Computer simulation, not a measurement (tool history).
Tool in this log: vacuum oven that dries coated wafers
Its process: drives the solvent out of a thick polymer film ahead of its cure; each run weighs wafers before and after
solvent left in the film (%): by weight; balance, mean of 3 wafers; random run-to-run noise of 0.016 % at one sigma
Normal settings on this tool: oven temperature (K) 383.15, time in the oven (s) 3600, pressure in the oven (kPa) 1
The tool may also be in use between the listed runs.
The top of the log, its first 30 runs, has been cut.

| run | day | oven temperature (K) | time in the oven (s) | pressure in the oven (kPa) | solvent left in the film (%) |
|---|---|---|---|---|---|
| 31 | 29.771 | 371.15 | 1800 | 2.27 | 8.2 |
| 32 | 30.546 | 373.15 | 3480 | 0.78 | 3.07 |
| 33 | 31.612 | 385.15 | 2820 | 0.78 | 0.99 |
| 34 | 32.779 | 386.15 | 3780 | 1.09 | 0.47 |
| 35 | 34.067 | 390.15 | 3120 | 0.64 | 0.29 |
| 36 | 34.933 | 390.15 | 3120 | 0.64 | 0.32 |
| 37 | 35.75 | 386.15 | 3060 | 2.24 | 1 |
| 38 | 36.371 | 373.15 | 6180 | 1.71 | 1.27 |
| 39 | 37.533 | 373.15 | 2280 | 0.61 | 5.44 |
| 40 | 38.183 | 373.15 | 5880 | 0.61 | 1.02 |
| 41 | 38.858 | 383.15 | 2880 | 1 | 1.32 |
| 42 | 39.717 | 383.15 | 2880 | 1 | 1.34 |
| 43 | 40.954 | 383.15 | 2880 | 1 | 1.32 |
| 44 | 42.079 | 383.15 | 2880 | 1 | 1.3 |
| 45 | 42.738 | 383.15 | 2820 | 2.96 | 1.84 |
| 46 | 43.792 | 380.15 | 1920 | 1.87 | 4.11 |

5 ways to go on from here, each from the tool as it stands after run 46. What would each give?
| A | 45.004 | 370.15 | 4080 | 3.08 | ? |
| B | 45.004 | 387.15 | 3600 | 2.8 | ? |
| C | 45.004 | 384.15 | 3180 | 0.63 | ? |
| D | 45.004 | 382.15 | 5820 | 1 | ? |
| E | 45.004 | 388.15 | 1920 | 2.72 | ? |

| run | solvent left in the film (%) |
|---|---|
| A | 3.97 |
| B | 0.83 |
| C | 0.84 |
| D | 0.37 |
| E | 1.98 |
What these runs would have given with no unlogged condition in the tool:
| run | solvent left in the film (%) |
|---|---|
| A | 4.18 |
| B | 0.85 |
| C | 0.9 |
| D | 0.35 |
| E | 2.11 |
